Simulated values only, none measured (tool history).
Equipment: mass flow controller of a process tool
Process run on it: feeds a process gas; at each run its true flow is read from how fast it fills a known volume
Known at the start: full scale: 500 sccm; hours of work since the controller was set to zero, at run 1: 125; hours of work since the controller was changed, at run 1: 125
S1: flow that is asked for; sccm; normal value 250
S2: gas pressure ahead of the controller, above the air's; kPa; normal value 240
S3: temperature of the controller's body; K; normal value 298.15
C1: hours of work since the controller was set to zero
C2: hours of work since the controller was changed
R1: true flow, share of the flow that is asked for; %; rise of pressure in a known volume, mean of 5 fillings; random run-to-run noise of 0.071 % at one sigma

run	hour	S1	S2	S3	C1	C2	R1
1	0	250	240	298.15	125	125	99.44
2	107	250	240	298.15	167	167	99.3
3	298.3	250	237	298.15	241	241	99.52
4	520.1	250	237	298.15	327	327	99.42
5	739.4	250	237	298.15	412	412	99.5
6	910	250	237	298.15	478	478	99.44
7	1136.9	250	237	298.15	566	566	99.4
8	1355	250	237	298.15	651	651	99.45
9	1525.6	250	240	298.15	717	717	99.56
10	1746.6	250	240	298.15	802	802	99.33
11	1930.2	250	240	302.15	874	874	99.59
12	2077.5	106	240	297.15	931	931	99.04
13	2313.9	106	240	297.15	1022	1022	98.95
14	2501.9	106	240	302.15	1095	1095	99.2
15	2710.4	427	161	302.15	1176	1176	99.62
16	2921.5	74	161	294.15	1258	1258	98.21
17	3051.1	141	178	298.15	1308	1308	98.75
18	3216.1	141	178	298.15	1372	1372	98.76
19	3357.9	141	178	298.15	1427	1427	98.65
20	3571.6	73	178	310.15	1510	1510	98.9
21	3699.7	53	173	304.15	1560	1560	98.45

Here are 5 independent what-if runs from the current tool condition. What would each one return?
A	3818.5	53	247	295.15	1606	1606	?
B	3818.5	183	163	295.15	1606	1606	?
C	3818.5	466	240	309.15	1606	1606	?
D	3818.5	61	276	304.15	1606	1606	?
E	3818.5	270	240	298.15	1606	1606	?

run	R1
A	98.78
B	98.57
C	100.48
D	99.24
E	99.54
The same runs, with their run-to-run variation unchanged, on a tool lacking any hidden condition would have given:
run	R1
A	98.78
B	98.56
C	100.47
D	99.24
E	99.53
